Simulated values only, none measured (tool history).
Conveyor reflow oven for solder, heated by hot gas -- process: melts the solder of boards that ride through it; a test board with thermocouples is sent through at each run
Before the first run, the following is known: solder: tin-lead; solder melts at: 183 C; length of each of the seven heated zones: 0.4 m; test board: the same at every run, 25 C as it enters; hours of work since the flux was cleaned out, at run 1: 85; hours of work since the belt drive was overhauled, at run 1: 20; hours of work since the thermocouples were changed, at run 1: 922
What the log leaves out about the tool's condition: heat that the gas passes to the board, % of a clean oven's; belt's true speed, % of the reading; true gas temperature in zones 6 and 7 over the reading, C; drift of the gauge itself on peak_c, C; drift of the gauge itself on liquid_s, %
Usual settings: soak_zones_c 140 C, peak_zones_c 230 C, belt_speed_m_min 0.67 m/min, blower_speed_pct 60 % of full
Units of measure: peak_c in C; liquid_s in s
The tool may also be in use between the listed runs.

run	hour	soak_zones_c	peak_zones_c	belt_speed_m_min	blower_speed_pct	hours of work since the flux was cleaned out	hours of work since the belt drive was overhauled	hours of work since the thermocouples were changed	peak_c	liquid_s
1	0	140	230	0.67	60	85	20	922	211.1	48.4
2	37	140	230	0.67	54	111	46	948	209.1	46.5
3	63.7	140	230	0.67	54	130	65	967	208.8	45.7
4	92.2	140	230	0.67	81	151	85	987	216.2	53.8
5	109.1	140	230	0.663	60	163	98	999	211.2	49.7
6	128.3	140	230	0.663	60	176	111	1013	211.8	49.9
7	163.6	140	230	0.67	86	201	136	1038	216.7	54.8
8	179.3	140	230	0.67	77	213	148	1049	215.6	52.7
9	213.7	140	233	0.67	75	237	172	1074	217.1	54.1
10	237.1	140	233	0.67	75	254	189	1091	217.1	54.6
11	253.2	142	232	0.601	75	265	200	1102	219.4	64

Predict the results of run 12:
12	269.7	145	240	0.64	62	277	212	1114	?	?

{"run 12": {"peak_c": 222.6, "liquid_s": 62.1}}
Had the tool carried no hidden state, the very same run would have given peak_c 222.5 C, liquid_s 62.1 s.
